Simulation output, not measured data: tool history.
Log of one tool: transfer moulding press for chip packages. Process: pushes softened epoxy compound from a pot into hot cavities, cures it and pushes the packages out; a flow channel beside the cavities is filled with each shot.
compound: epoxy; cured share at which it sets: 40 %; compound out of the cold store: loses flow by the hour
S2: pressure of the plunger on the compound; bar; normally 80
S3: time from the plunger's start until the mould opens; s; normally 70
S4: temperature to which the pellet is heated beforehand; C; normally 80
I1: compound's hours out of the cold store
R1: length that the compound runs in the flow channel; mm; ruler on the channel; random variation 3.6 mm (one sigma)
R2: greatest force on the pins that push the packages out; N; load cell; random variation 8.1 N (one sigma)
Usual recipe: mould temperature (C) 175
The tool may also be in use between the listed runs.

{"run": 1, "day": 0.0, "mould temperature (C)": 175, "S2": 80, "S3": 70, "S4": 80, "I1": 21.8, "R1": 868, "R2": 430}
{"run": 2, "day": 0.338, "mould temperature (C)": 175, "S2": 80, "S3": 70, "S4": 80, "I1": 47.5, "R1": 779, "R2": 391}
{"run": 3, "day": 0.533, "mould temperature (C)": 175, "S2": 80, "S3": 70, "S4": 88, "I1": 12.4, "R1": 909, "R2": 463}
{"run": 4, "day": 0.938, "mould temperature (C)": 175, "S2": 80, "S3": 64, "S4": 88, "I1": 40.5, "R1": 800, "R2": 527}
{"run": 5, "day": 1.233, "mould temperature (C)": 175, "S2": 80, "S3": 70, "S4": 80, "I1": 38.2, "R1": 807, "R2": 445}
{"run": 6, "day": 1.6, "mould temperature (C)": 175, "S2": 80, "S3": 70, "S4": 80, "I1": 22.5, "R1": 863, "R2": 470}
{"day": 1.85, "done": "cavities cleaned with cleaning compound and waxed"}
{"run": 7, "day": 1.938, "mould temperature (C)": 175, "S2": 80, "S3": 70, "S4": 80, "I1": 46.8, "R1": 781, "R2": 309}
{"run": 8, "day": 2.192, "mould temperature (C)": 175, "S2": 80, "S3": 70, "S4": 80, "I1": 37.6, "R1": 808, "R2": 347}
{"run": 9, "day": 2.542, "mould temperature (C)": 175, "S2": 80, "S3": 70, "S4": 80, "I1": 27.3, "R1": 839, "R2": 363}
{"run": 10, "day": 2.808, "mould temperature (C)": 175, "S2": 80, "S3": 70, "S4": 80, "I1": 10, "R1": 912, "R2": 423}
{"run": 11, "day": 3.008, "mould temperature (C)": 175, "S2": 80, "S3": 70, "S4": 80, "I1": 45.7, "R1": 781, "R2": 363}

Run 12 has not been measured yet. What should we expect?
{"run": 12, "day": 3.221, "mould temperature (C)": 175, "S2": 80, "S3": 70, "S4": 80, "I1": 9.6, "R1": "?", "R2": "?"}

R1: 907 mm
R2: 432 N
Had the tool carried no hidden state, the very same run would have given R1 934 mm, R2 356 N.
